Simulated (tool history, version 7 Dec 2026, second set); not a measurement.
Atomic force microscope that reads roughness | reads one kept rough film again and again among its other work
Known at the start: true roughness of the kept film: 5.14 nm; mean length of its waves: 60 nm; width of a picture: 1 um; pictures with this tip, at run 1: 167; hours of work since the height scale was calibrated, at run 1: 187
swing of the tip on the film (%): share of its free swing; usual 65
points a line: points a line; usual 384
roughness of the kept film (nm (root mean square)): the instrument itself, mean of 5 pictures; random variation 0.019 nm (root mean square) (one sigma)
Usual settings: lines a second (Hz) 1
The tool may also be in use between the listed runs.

run	hour	lines a second (Hz)	swing of the tip on the film (%)	points a line	pictures with this tip	hours of work since the height scale was calibrated	roughness of the kept film (nm (root mean square))
1	0	1	65	384	167	187	4.233
2	16.6	1	65	384	180	195	4.231
3	27.3	1	65	384	189	201	4.252
4	34.5	1.71	65	384	195	205	4.095
5	50.2	1.71	65	384	208	213	4.043
6	63.9	1.71	65	384	220	221	3.999
# hour 78: new tip fitted
7	78	1	79	384	0	228	4.42
8	86.8	1	56	384	7	233	4.73
9	103.5	1	56	384	21	242	4.659
10	117.3	1	56	384	33	249	4.627
# hour 119.8: height scale calibrated on a step standard
11	127.4	1	77	384	40	4	4.405
12	140.5	1	77	384	51	11	4.339
13	156.5	1	65	384	64	20	4.47
14	169.3	1	65	384	75	26	4.437
15	176.6	1	65	384	81	30	4.41
16	191.1	1	65	384	93	38	4.377
17	204.9	3.75	65	696	104	45	3.959
# hour 212.2: height scale calibrated on a step standard, once more
18	219.7	3.75	65	696	116	4	3.942
19	226.9	1.8	69	384	122	8	4.154

Forecast run 20:
20	234.5	1.8	69	384	128	12	?

Run 20 gave roughness of the kept film (nm (root mean square)) 4.136.
Without the tool's hidden state the same run would have given roughness of the kept film (nm (root mean square)) 4.429.

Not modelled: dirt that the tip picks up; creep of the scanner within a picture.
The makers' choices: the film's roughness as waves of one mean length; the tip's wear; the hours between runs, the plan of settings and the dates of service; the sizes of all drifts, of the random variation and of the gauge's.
